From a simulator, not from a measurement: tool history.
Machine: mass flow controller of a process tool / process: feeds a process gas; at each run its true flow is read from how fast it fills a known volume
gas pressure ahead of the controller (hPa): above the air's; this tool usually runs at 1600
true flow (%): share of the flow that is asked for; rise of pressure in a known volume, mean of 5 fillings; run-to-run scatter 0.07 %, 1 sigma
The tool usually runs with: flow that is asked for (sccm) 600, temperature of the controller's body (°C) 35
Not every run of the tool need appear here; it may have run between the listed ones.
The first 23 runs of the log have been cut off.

run	hour	flow that is asked for (sccm)	gas pressure ahead of the controller (hPa)	temperature of the controller's body (°C)	hours of work since the controller was set to zero	hours of work since the controller was changed	true flow (%)
24	6264.1	236	1600	22	3172	7451	94.02
25	6571.1	439	1600	36	3278	7557	94.94
26	6860.4	245	1600	22	3378	7657	93.94
27	7176.9	245	1600	22	3488	7767	93.9
28	7387.9	584	2080	22	3561	7840	95.71
29	7718.4	584	2080	22	3675	7954	95.76
30	8111.9	600	1750	35	3811	8090	95.37
31	8306.7	180	1690	31	3879	8158	92.1
32	8665.7	600	1790	29	4003	8282	95.55
33	8984	126	1600	33	4113	8392	90.38
34	9150.3	910	2640	28	4171	8449	96.12
# hour 9450.1: controller's zero set anew
35	9506.2	600	2740	32	19	8572	95.51
36	9861.9	600	2040	30	142	8695	96.03
37	10150.8	140	1600	21	242	8795	95.28
38	10540.6	130	2030	29	377	8930	94.36
39	10885.4	511	1460	20	497	9049	96.48
# hour 10965: controller exchanged for a calibrated one
40	11192.8	504	1490	22	79	79	99.11
41	11543.2	490	2540	39	200	200	97.39
42	11922.7	113	1740	39	331	331	96.5
43	12238.1	993	2020	29	440	440	99.7
44	12590.2	264	1600	27	562	562	97.71
45	12872.5	264	1600	27	660	660	97.67
46	13040.9	264	1600	23	718	718	97.77
47	13396.4	305	1600	23	841	841	97.82

Here are 5 independent what-if runs from the current tool condition. What would each one return?
A	13763.2	127	1870	24	968	968	?
B	13763.2	193	2440	30	968	968	?
C	13763.2	600	1600	39	968	968	?
D	13763.2	392	2620	36	968	968	?
E	13763.2	167	2710	23	968	968	?

run	true flow (%)
A	96.37
B	96.25
C	98.3
D	96.76
E	96
What these runs would have given with no unlogged condition in the tool:
run	true flow (%)
A	97.72
B	97.2
C	98.71
D	97.31
E	97.07
